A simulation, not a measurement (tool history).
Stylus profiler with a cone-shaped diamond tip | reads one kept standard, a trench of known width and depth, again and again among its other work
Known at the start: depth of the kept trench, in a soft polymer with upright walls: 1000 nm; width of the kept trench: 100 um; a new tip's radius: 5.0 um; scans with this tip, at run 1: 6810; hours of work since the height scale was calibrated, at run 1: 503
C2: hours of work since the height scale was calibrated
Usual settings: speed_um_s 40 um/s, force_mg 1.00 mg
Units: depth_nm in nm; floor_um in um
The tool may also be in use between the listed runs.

{"run": 1, "hour": 0.0, "speed_um_s": 40, "force_mg": 1.0, "scans with this tip": 6810, "C2": 503, "depth_nm": 1009.03, "floor_um": 92.07}
{"run": 2, "hour": 58.5, "speed_um_s": 11, "force_mg": 1.0, "scans with this tip": 7429, "C2": 549, "depth_nm": 1009.45, "floor_um": 92.26}
{"run": 3, "hour": 119.1, "speed_um_s": 14, "force_mg": 1.0, "scans with this tip": 8071, "C2": 596, "depth_nm": 1009.64, "floor_um": 92.04}
{"run": 4, "hour": 155.9, "speed_um_s": 40, "force_mg": 1.82, "scans with this tip": 8460, "C2": 625, "depth_nm": 1013.1, "floor_um": 91.89}
{"run": 5, "hour": 220.0, "speed_um_s": 40, "force_mg": 1.82, "scans with this tip": 9139, "C2": 675, "depth_nm": 1013.08, "floor_um": 91.77}
{"run": 6, "hour": 280.2, "speed_um_s": 40, "force_mg": 1.82, "scans with this tip": 9776, "C2": 722, "depth_nm": 1013.67, "floor_um": 91.66}
{"run": 7, "hour": 311.8, "speed_um_s": 31, "force_mg": 1.82, "scans with this tip": 10111, "C2": 747, "depth_nm": 1013.6, "floor_um": 91.66}
{"run": 8, "hour": 375.0, "speed_um_s": 31, "force_mg": 1.82, "scans with this tip": 10780, "C2": 796, "depth_nm": 1013.44, "floor_um": 91.53}
{"run": 9, "hour": 441.5, "speed_um_s": 31, "force_mg": 1.82, "scans with this tip": 11483, "C2": 848, "depth_nm": 1013.83, "floor_um": 91.36}
{"run": 10, "hour": 482.4, "speed_um_s": 31, "force_mg": 0.41, "scans with this tip": 11916, "C2": 880, "depth_nm": 1006.38, "floor_um": 91.1}
{"run": 11, "hour": 541.3, "speed_um_s": 31, "force_mg": 0.41, "scans with this tip": 12539, "C2": 926, "depth_nm": 1006.02, "floor_um": 91.01}
{"run": 12, "hour": 599.4, "speed_um_s": 40, "force_mg": 2.44, "scans with this tip": 13154, "C2": 972, "depth_nm": 1016.5, "floor_um": 91.08}
{"run": 13, "hour": 666.2, "speed_um_s": 40, "force_mg": 2.44, "scans with this tip": 13861, "C2": 1024, "depth_nm": 1016.67, "floor_um": 90.92}
{"run": 14, "hour": 721.9, "speed_um_s": 124, "force_mg": 0.73, "scans with this tip": 14451, "C2": 1068, "depth_nm": 1008.93, "floor_um": 89.8}
{"run": 15, "hour": 757.6, "speed_um_s": 140, "force_mg": 0.52, "scans with this tip": 14828, "C2": 1095, "depth_nm": 1007.16, "floor_um": 89.35}
{"hour": 762.7, "done": "height scale calibrated on a step standard"}
{"run": 16, "hour": 798.4, "speed_um_s": 140, "force_mg": 0.52, "scans with this tip": 15256, "C2": 28, "depth_nm": 1008.91, "floor_um": 89.25}
{"run": 17, "hour": 864.5, "speed_um_s": 140, "force_mg": 0.52, "scans with this tip": 15954, "C2": 80, "depth_nm": 1008.88, "floor_um": 89.13}
{"run": 18, "hour": 911.9, "speed_um_s": 44, "force_mg": 2.36, "scans with this tip": 16457, "C2": 117, "depth_nm": 1017.52, "floor_um": 90.44}
{"run": 19, "hour": 963.2, "speed_um_s": 32, "force_mg": 0.42, "scans with this tip": 17000, "C2": 157, "depth_nm": 1008.34, "floor_um": 90.21}
{"run": 20, "hour": 1001.8, "speed_um_s": 32, "force_mg": 0.42, "scans with this tip": 17408, "C2": 187, "depth_nm": 1007.55, "floor_um": 90.17}
{"run": 21, "hour": 1044.2, "speed_um_s": 96, "force_mg": 1.29, "scans with this tip": 17857, "C2": 220, "depth_nm": 1013.29, "floor_um": 89.78}
{"run": 22, "hour": 1107.3, "speed_um_s": 96, "force_mg": 1.29, "scans with this tip": 18525, "C2": 269, "depth_nm": 1013.44, "floor_um": 89.68}
{"hour": 1153.7, "done": "height scale calibrated on a step standard, once more"}
{"run": 23, "hour": 1161.6, "speed_um_s": 41, "force_mg": 0.73, "scans with this tip": 19094, "C2": 6, "depth_nm": 1006.33, "floor_um": 89.91}
{"run": 24, "hour": 1222.1, "speed_um_s": 41, "force_mg": 0.73, "scans with this tip": 19734, "C2": 53, "depth_nm": 1006.83, "floor_um": 89.81}
{"run": 25, "hour": 1255.3, "speed_um_s": 37, "force_mg": 2.25, "scans with this tip": 20086, "C2": 79, "depth_nm": 1013.8, "floor_um": 89.95}

Forecast each of these 5 alternatives for the next run:
{"run": "A", "hour": 1292.0, "speed_um_s": 157, "force_mg": 0.61, "scans with this tip": 20474, "C2": 108, "depth_nm": "?", "floor_um": "?"}
{"run": "B", "hour": 1292.0, "speed_um_s": 67, "force_mg": 0.77, "scans with this tip": 20474, "C2": 108, "depth_nm": "?", "floor_um": "?"}
{"run": "C", "hour": 1292.0, "speed_um_s": 119, "force_mg": 1.58, "scans with this tip": 20474, "C2": 108, "depth_nm": "?", "floor_um": "?"}
{"run": "D", "hour": 1292.0, "speed_um_s": 117, "force_mg": 2.25, "scans with this tip": 20474, "C2": 108, "depth_nm": "?", "floor_um": "?"}
{"run": "E", "hour": 1292.0, "speed_um_s": 52, "force_mg": 1.72, "scans with this tip": 20474, "C2": 108, "depth_nm": "?", "floor_um": "?"}

run=A depth_nm=1006.28 floor_um=88.39
run=B depth_nm=1007.00 floor_um=89.43
run=C depth_nm=1011.19 floor_um=89.26
run=D depth_nm=1014.11 floor_um=89.43
run=E depth_nm=1012.24 floor_um=89.74
Without the tool's hidden state the same runs would have given:
run=A depth_nm=1005.92 floor_um=92.29
run=B depth_nm=1006.64 floor_um=93.32
run=C depth_nm=1010.83 floor_um=93.16
run=D depth_nm=1013.75 floor_um=93.32
run=E depth_nm=1011.88 floor_um=93.64
